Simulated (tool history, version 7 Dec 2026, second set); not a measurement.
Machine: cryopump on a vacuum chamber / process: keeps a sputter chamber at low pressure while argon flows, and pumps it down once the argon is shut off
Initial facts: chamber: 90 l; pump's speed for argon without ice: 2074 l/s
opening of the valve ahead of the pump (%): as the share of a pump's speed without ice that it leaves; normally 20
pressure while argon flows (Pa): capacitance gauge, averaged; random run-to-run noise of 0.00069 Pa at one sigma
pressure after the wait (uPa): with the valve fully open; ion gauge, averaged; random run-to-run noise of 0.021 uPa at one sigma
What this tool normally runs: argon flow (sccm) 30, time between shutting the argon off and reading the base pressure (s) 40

run	day	argon flow (sccm)	time between shutting the argon off and reading the base pressure (s)	opening of the valve ahead of the pump (%)	pressure while argon flows (Pa)	pressure after the wait (uPa)
1	0	30	40	20	0.1265	1.58
2	0.529	30	40	20	0.1276	1.6
3	1.175	30	40	20	0.1264	1.58
4	1.683	30	40	38	0.0687	1.64
5	2.188	30	106	20	0.1267	0.82
6	2.783	30	40	25	0.1031	1.59
7	3.238	30	68	20	0.1279	1.07
8	3.683	30	40	20	0.1268	1.61
9	4.046	30	40	20	0.1286	1.62
10	4.621	30	40	15	0.1679	1.64
11	5.108	39	40	57	0.0639	1.61
12	5.679	12	104	57	0.0192	0.81
13	5.996	12	104	57	0.0192	0.85
14	6.567	12	104	57	0.0201	0.84
15	7.092	15	104	57	0.024	0.85
16	7.429	15	154	42	0.0324	0.66
17	7.825	30	235	54	0.0531	0.55
18	8.371	57	40	59	0.0923	1.64

Had the tool no unlogged condition, and each run kept its random variation, what would the results have been?
Hidden state present: pump's speed, % of a pump's without ice; cold plate's temperature, K; leak into the chamber, uPa l/s; drift of the gauge itself on working_pa, %; drift of the gauge itself on base_upa, %.
run	pressure while argon flows (Pa)	pressure after the wait (uPa)
1	0.1224	1.41
2	0.1233	1.42
3	0.1219	1.4
4	0.064	1.45
5	0.1218	0.64
6	0.098	1.4
7	0.1227	0.88
8	0.1214	1.42
9	0.1231	1.42
10	0.1622	1.44
11	0.0563	1.4
12	0.0167	0.6
13	0.0167	0.64
14	0.0175	0.63
15	0.0207	0.63
16	0.029	0.44
17	0.0461	0.33
18	0.0787	1.42
